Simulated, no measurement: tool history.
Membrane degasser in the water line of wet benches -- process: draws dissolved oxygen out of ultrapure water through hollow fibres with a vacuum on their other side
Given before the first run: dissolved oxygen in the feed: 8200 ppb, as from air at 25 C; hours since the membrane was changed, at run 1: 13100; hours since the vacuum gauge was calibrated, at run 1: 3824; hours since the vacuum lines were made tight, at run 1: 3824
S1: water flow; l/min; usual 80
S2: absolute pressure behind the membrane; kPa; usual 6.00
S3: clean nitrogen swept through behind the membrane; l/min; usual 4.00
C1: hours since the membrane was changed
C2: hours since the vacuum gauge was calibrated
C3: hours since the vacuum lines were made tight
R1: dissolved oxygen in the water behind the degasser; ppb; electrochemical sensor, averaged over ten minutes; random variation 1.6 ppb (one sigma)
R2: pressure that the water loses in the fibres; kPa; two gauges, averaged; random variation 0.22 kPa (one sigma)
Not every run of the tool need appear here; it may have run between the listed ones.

Run 1, hour 0.0: usual settings; C1 13100; C2 3824; C3 3824. Result: R1 174.7 ppb, R2 57.52 kPa.
Run 2, hour 243.6: usual settings; C1 13344; C2 4068; C3 4068. Result: R1 173.8 ppb, R2 57.35 kPa.
Run 3, hour 480.2: usual settings but S2 8.03 kPa; C1 13581; C2 4304; C3 4304. Result: R1 263.1 ppb, R2 57.35 kPa.
Run 4, hour 744.6: usual settings but S2 8.03 kPa; C1 13845; C2 4568; C3 4568. Result: R1 259.4 ppb, R2 57.48 kPa.
Run 5, hour 1074.3: usual settings but S2 8.03 kPa; C1 14175; C2 4898; C3 4898. Result: R1 265.3 ppb, R2 57.39 kPa.
Run 6, hour 1291.0: usual settings but S3 10.69 l/min; C1 14391; C2 5115; C3 5115. Result: R1 103.2 ppb, R2 57.57 kPa.
Run 7, hour 1565.2: usual settings but S3 10.69 l/min; C1 14666; C2 5389; C3 5389. Result: R1 104.4 ppb, R2 57.43 kPa.
Run 8, hour 1725.1: usual settings but S2 6.36 kPa; C1 14825; C2 5549; C3 5549. Result: R1 188.9 ppb, R2 57.82 kPa.
Run 9, hour 1950.1: usual settings but S2 6.36 kPa; C1 15050; C2 5774; C3 5774. Result: R1 191.3 ppb, R2 57.58 kPa.
Run 10, hour 2213.3: usual settings; C1 15314; C2 6037; C3 6037. Result: R1 177.5 ppb, R2 57.57 kPa.
Run 11, hour 2455.5: usual settings but S3 7.40 l/min; C1 15556; C2 6279; C3 6279. Result: R1 124.0 ppb, R2 57.92 kPa.
Run 12, hour 2666.0: usual settings but S3 2.59 l/min; C1 15766; C2 6490; C3 6490. Result: R1 234.7 ppb, R2 57.52 kPa.
Run 13, hour 2961.1: usual settings; C1 16062; C2 6785; C3 6785. Result: R1 179.1 ppb, R2 57.86 kPa.
Run 14, hour 3252.0: usual settings; C1 16352; C2 7076; C3 7076. Result: R1 177.5 ppb, R2 58.02 kPa.
Run 15, hour 3557.2: usual settings but S1 62 l/min; C1 16658; C2 7381; C3 7381. Result: R1 131.0 ppb, R2 45.30 kPa.
At hour 3613.4: vacuum gauge calibrated.
Run 16, hour 3864.1: usual settings but S1 62 l/min, S3 3.29 l/min; C1 16964; C2 251; C3 7688. Result: R1 143.2 ppb, R2 45.19 kPa.
Run 17, hour 4061.5: usual settings but S1 50 l/min, S2 5.70 kPa, S3 8.65 l/min; C1 17161; C2 448; C3 7885. Result: R1 50.9 ppb, R2 36.25 kPa.
Run 18, hour 4229.1: usual settings but S1 87 l/min, S2 5.70 kPa, S3 5.55 l/min; C1 17329; C2 616; C3 8052. Result: R1 154.5 ppb, R2 63.33 kPa.
Run 19, hour 4387.0: usual settings but S1 87 l/min, S2 5.70 kPa, S3 5.55 l/min; C1 17487; C2 774; C3 8210. Result: R1 152.8 ppb, R2 63.17 kPa.
Run 20, hour 4641.7: usual settings but S1 87 l/min, S2 5.70 kPa, S3 5.55 l/min; C1 17742; C2 1028; C3 8465. Result: R1 152.0 ppb, R2 63.38 kPa.
Run 21, hour 4815.3: usual settings but S1 87 l/min, S2 5.70 kPa, S3 5.55 l/min; C1 17915; C2 1202; C3 8639. Result: R1 155.7 ppb, R2 63.46 kPa.
Run 22, hour 5067.7: usual settings but S1 87 l/min, S2 5.70 kPa, S3 5.55 l/min; C1 18168; C2 1454; C3 8891. Result: R1 157.0 ppb, R2 63.63 kPa.
Run 23, hour 5226.8: usual settings but S1 116 l/min, S2 13.05 kPa, S3 6.96 l/min; C1 18327; C2 1613; C3 9050. Result: R1 479.9 ppb, R2 84.97 kPa.
Run 24, hour 5503.1: usual settings but S1 67 l/min, S2 4.99 kPa, S3 2.11 l/min; C1 18603; C2 1890; C3 9326. Result: R1 152.6 ppb, R2 49.08 kPa.
Run 25, hour 5724.9: usual settings but S1 110 l/min, S2 6.92 kPa, S3 1.84 l/min; C1 18825; C2 2112; C3 9548. Result: R1 489.2 ppb, R2 80.45 kPa.
Run 26, hour 5886.1: usual settings but S1 60 l/min; C1 18986; C2 2273; C3 9710. Result: R1 126.4 ppb, R2 43.87 kPa.
Run 27, hour 6101.8: usual settings but S1 98 l/min, S2 4.80 kPa, S3 7.91 l/min; C1 19202; C2 2488; C3 9925. Result: R1 135.8 ppb, R2 71.66 kPa.
At hour 6124.7: seals of the vacuum lines changed.
Run 28, hour 6252.9: usual settings but S1 98 l/min, S2 4.80 kPa, S3 7.91 l/min; C1 19351; C2 2637; C3 128. Result: R1 134.3 ppb, R2 71.80 kPa.
Run 29, hour 6429.6: usual settings but S1 103 l/min, S2 9.02 kPa, S3 4.97 l/min; C1 19527; C2 2814; C3 305. Result: R1 358.5 ppb, R2 75.50 kPa.
Run 30, hour 6561.8: usual settings but S3 4.83 l/min; C1 19660; C2 2946; C3 437. Result: R1 161.4 ppb, R2 58.87 kPa.
Run 31, hour 6729.3: usual settings but S3 4.83 l/min; C1 19827; C2 3114; C3 605. Result: R1 163.7 ppb, R2 59.06 kPa.

Describe how what the log doesn't record of the tool's condition differs between the last listed run preceding each entry between runs and the first listed run following it.
Runs 15 to 16: vacuum gauge calibrated (hour 3613.4)
  membrane still open, %: 93.4 -> 93.3; true pressure behind the membrane over the reading, kPa: 0.08 -> -0.02; air that leaks in behind the membrane, l/min: 0.0131 -> 0.0135
  measured result minus the result with no hidden state, R1: +12.7 -> +9.0 ppb; R2: +2.98 -> +3.02 kPa
Runs 27 to 28: seals of the vacuum lines changed (hour 6124.7)
  membrane still open, %: 92.5 -> 92.4; air that leaks in behind the membrane, l/min: 0.0167 -> 0.0025
  measured result minus the result with no hidden state, R1: +27.8 -> +27.6 ppb; R2: +5.40 -> +5.43 kPa
